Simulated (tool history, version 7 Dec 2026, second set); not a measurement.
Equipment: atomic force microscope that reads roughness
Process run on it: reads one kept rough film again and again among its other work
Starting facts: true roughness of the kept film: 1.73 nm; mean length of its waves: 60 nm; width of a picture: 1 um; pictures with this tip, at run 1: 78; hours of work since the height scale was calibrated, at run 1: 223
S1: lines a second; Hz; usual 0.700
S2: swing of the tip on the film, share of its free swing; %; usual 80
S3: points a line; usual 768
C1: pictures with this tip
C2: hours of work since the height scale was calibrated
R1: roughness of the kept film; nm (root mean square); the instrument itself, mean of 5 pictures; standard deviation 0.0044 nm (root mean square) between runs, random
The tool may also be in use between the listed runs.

run     day     S1  S2   S3  C1   C2     R1
  1   0.000  0.700  80  768  78  223  1.492
      0.300  -- new tip fitted
  2   0.358  0.610  80  768   1  228  1.582
  3   0.862  0.700  80  857  16  234  1.562
  4   1.404  0.700  80  857  31  242  1.540
  5   1.946  0.700  80  857  46  249  1.528
  6   2.333  1.423  80  768  57  254  1.409
  7   2.638  0.506  80  768  66  258  1.547
  8   2.958  0.506  80  768  75  262  1.535
      3.350  -- new tip fitted
  9   3.408  0.506  80  768   1  268  1.598
 10   3.754  0.506  80  768  11  272  1.601
 11   4.342  0.700  78  768  28  280  1.558
 12   4.933  1.131  80  768  44  288  1.468
 13   5.429  0.700  80  605  59  294  1.521
 14   5.921  0.700  80  768  72  301  1.512
 15   6.262  0.700  80  768  82  305  1.512
      6.400  -- new tip fitted
 16   6.621  0.590  80  768   7  309  1.581
 17   7.067  0.700  80  659  19  315  1.555
 18   7.521  0.700  77  428  32  321  1.554
 19   7.892  3.897  59  592  43  326  1.458
 20   8.300  3.897  59  592  54  331  1.455
 21   8.633  0.598  76  664  64  336  1.542
 22   8.938  0.598  76  664  72  340  1.538
 23   9.192  0.598  76  664  80  343  1.537
      9.396  -- new tip fitted
 24   9.596  0.598  76  664   5  348  1.598
 25   9.838  0.598  76  664  12  351  1.600
 26  10.304  0.598  76  664  25  357  1.587
 27  10.612  0.903  86  716  34  362  1.452
 28  10.904  1.701  80  768  43  365  1.383
 29  11.196  2.205  57  431  51  369  1.543
 30  11.529  2.248  72  990  60  374  1.399
 31  12.050  2.248  72  990  75  380  1.389
     12.438  -- new tip fitted
 32  12.525  2.248  72  990   3  386  1.448
 33  12.904  1.477  87  596  14  391  1.365

What if the next run were any one of these 5? Each begins from the tool's condition after run 33:
  A  13.188  2.152  58  637  22  395   ?
  B  13.188  0.700  58  768  22  395   ?
  C  13.188  3.502  78  294  22  395   ?
  D  13.188  3.268  55  754  22  395   ?
  E  13.188  1.795  69  405  22  395   ?

run     R1
  A  1.579
  B  1.636
  C  1.233
  D  1.548
  E  1.510
What these runs would have given with no unlogged condition in the tool:
run     R1
  A  1.597
  B  1.655
  C  1.248
  D  1.567
  E  1.528
